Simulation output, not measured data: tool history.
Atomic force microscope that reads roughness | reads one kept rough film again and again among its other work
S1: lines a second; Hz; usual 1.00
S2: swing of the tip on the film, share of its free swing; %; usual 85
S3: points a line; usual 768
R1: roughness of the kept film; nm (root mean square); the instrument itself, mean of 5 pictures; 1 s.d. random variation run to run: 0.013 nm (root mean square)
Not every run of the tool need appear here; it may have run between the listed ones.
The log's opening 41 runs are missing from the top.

run,hour,S1,S2,S3,R1
# hour 706.4: new tip fitted
42,708.0,2.53,69,288,2.932
43,724.3,2.47,60,288,3.017
44,736.2,0.56,71,573,3.122
45,753.7,0.56,71,573,3.045
# hour 777.4: new tip fitted
46,777.4,0.94,90,330,2.879
47,787.8,2.49,70,330,2.863
48,804.2,2.49,66,330,2.867
49,820.8,0.52,68,722,3.110
50,843.5,0.52,68,722,2.997
# hour 848.3: new tip fitted
51,858.4,0.52,75,967,3.202
52,879.3,0.52,72,461,3.129

Below are 4 alternative next runs, each starting from the tool's condition after run 52. Predict each:
A,898.6,3.61,86,461,?
B,898.6,1.00,85,323,?
C,898.6,1.32,72,509,?
D,898.6,1.05,77,768,?

run,R1
A,2.054
B,2.781
C,2.870
D,2.859
Without the tool's unlogged condition, the same runs would have read:
run,R1
A,2.214
B,2.999
C,3.095
D,3.084

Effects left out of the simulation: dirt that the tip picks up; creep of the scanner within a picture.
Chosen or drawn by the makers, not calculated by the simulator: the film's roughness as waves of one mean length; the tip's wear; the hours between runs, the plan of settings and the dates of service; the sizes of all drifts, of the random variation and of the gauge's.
